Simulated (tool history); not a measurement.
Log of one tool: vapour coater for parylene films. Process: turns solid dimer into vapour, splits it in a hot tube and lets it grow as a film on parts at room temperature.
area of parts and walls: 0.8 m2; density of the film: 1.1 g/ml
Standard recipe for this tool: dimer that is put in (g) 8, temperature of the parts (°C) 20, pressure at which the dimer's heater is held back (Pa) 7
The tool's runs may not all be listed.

run    hour  dimer that is put in (g)  temperature of the parts (°C)  pressure at which the dimer's heater is held back (Pa)  thickness of the film (um)
  1       0                         8                             20                                                       7                        4.32
  2      13                         8                             20                                                       7                        4.31
  3    29.9                         8                             20                                                       7                        4.27
  4    51.3                         8                             20                                                       7                        4.36
  5    75.4                         8                             20                                                       7                        4.31
  6    90.4                         8                             20                                                       7                        4.36
  7   120.3                         8                             20                                                       7                        4.31
  8   142.2                         8                             20                                                       7                        4.36
  9   160.3                         8                             20                                                       7                        4.34
 10   177.2                         8                             20                                                       7                        4.37
 11   200.5                         8                             20                                                       7                        4.35
 12   220.8                         8                             20                                                       7                        4.41
 13   237.5                         8                             20                                                       7                        4.33
 14   260.3                         8                             20                                                       7                        4.39
 15   276.8                         8                             20                                                       7                        4.32
 16   303.6                         8                             20                                                       7                        4.34
 17   325.2                         8                             20                                                       7                        4.35
 18   346.4                         8                             20                                                       7                        4.33
 19   377.5                         8                             20                                                       7                        4.31
 20   407.5                         8                             20                                                       7                        4.37
 21     435                         8                             20                                                       7                        4.36
 22   455.9                         8                             20                                                       7                         4.3
      469.3  -- trap's valve overhauled
 23   485.4                         8                             20                                                       7                        4.33
 24   510.2                         8                             20                                                       7                        4.31
 25   538.3                         8                             23                                                     8.1                        3.65
 26     569                        13                             20                                                    5.42                        7.34
 27   592.1                         8                             22                                                    7.67                        3.92
 28   609.8                         7                             19                                                     7.4                        3.99
 29   627.3                         7                             15                                                     7.4                        4.73
 30   651.7                         7                             14                                                     7.4                        5.04
 31   678.5                         8                             14                                                     7.4                         5.7
 32   703.4                        10                             20                                                    4.95                        5.68
 33   731.2                        10                             16                                                    3.54                        7.27
 34   749.8                         6                             27                                                     4.6                        2.56
 35   779.5                         8                             20                                                    3.97                        4.78
 36   802.9                         8                             20                                                    3.97                        4.76
 37   828.2                         6                             19                                                    8.15                         3.3
 38   859.9                        14                             31                                                    6.03                        4.75
 39   878.7                         4                             24                                                    6.03                        1.87
 40   899.7                         4                             20                                                    3.23                        2.42
 41   924.4                        12                             20                                                       7                         6.5
 42   941.9                         5                             19                                                     2.8                        3.33
 43   966.4                         4                             20                                                    2.08                        2.69
 44   996.2                        12                             14                                                       7                        8.49
 45  1018.7                        12                             14                                                       7                        8.54
 46  1042.2                        14                             12                                                    3.99                       12.06
 47  1067.7                        14                             12                                                    3.99                       11.96

3 ways to go on from here, each from the tool as it stands after run 47. What would each give?
  A  1096                        14                             12                                                    3.61                           ?
  B  1096                         5                             27                                                    3.99                           ?
  C  1096                         8                             20                                                       7                           ?

run  thickness of the film (um)
  A                       12.23
  B                        2.18
  C                        4.33
The same runs, with their run-to-run variation unchanged, on a tool lacking any hidden condition would have given:
run  thickness of the film (um)
  A                       12.28
  B                        2.19
  C                        4.35
